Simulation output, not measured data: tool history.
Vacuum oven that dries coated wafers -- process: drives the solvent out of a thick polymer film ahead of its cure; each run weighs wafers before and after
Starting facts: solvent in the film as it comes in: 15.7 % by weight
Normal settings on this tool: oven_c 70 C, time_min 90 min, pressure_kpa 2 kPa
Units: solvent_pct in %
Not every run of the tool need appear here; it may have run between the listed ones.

run	hour	oven_c	time_min	pressure_kpa	solvent_pct
1	0	70	90	2	3.98
2	7.7	70	47	2	6.79
3	16.6	70	90	2	3.91
4	25.1	70	90	2	4
5	36.9	70	90	2	3.98
6	51.1	70	90	2	4.09
7	62.1	70	90	2	4
8	76.9	70	90	2	3.89
9	92.5	70	90	2	3.96
10	102.8	70	90	2	3.89
11	112.6	70	90	2.54	4.16
12	127.6	70	90	2.54	4.06
13	140.9	70	90	2.54	4.2
14	156.1	64	90	6.07	6.97
# hour 159.3: oven's thermocouples calibrated
15	174.6	68	142	3.42	3.29
16	183	68	142	3.42	3.24
17	190.8	68	158	5.33	3.84
18	199.7	65	117	4.65	5.2
19	208	59	80	3.56	7.8
20	215.9	58	85	1.05	6.79
21	231	70	68	3.16	5.73
22	246.3	81	68	2.74	3.09
# hour 249.5: oven's thermocouples calibrated, once more
23	256.2	75	71	1.93	3.73
24	270.5	67	98	3.53	4.89
25	278	67	98	3.53	4.83

Here are 4 independent what-if runs from the current tool condition. What would each one return?
A	284.8	62	90	2	?
B	284.8	67	98	1.34	?
C	284.8	82	98	5.02	?
D	284.8	76	98	2.67	?

run	solvent_pct
A	5.79
B	3.99
C	2.25
D	2.66
Take away the tool's hidden state, keep each run's random variation, and the runs would have read:
run	solvent_pct
A	5.68
B	3.9
C	2.19
D	2.59
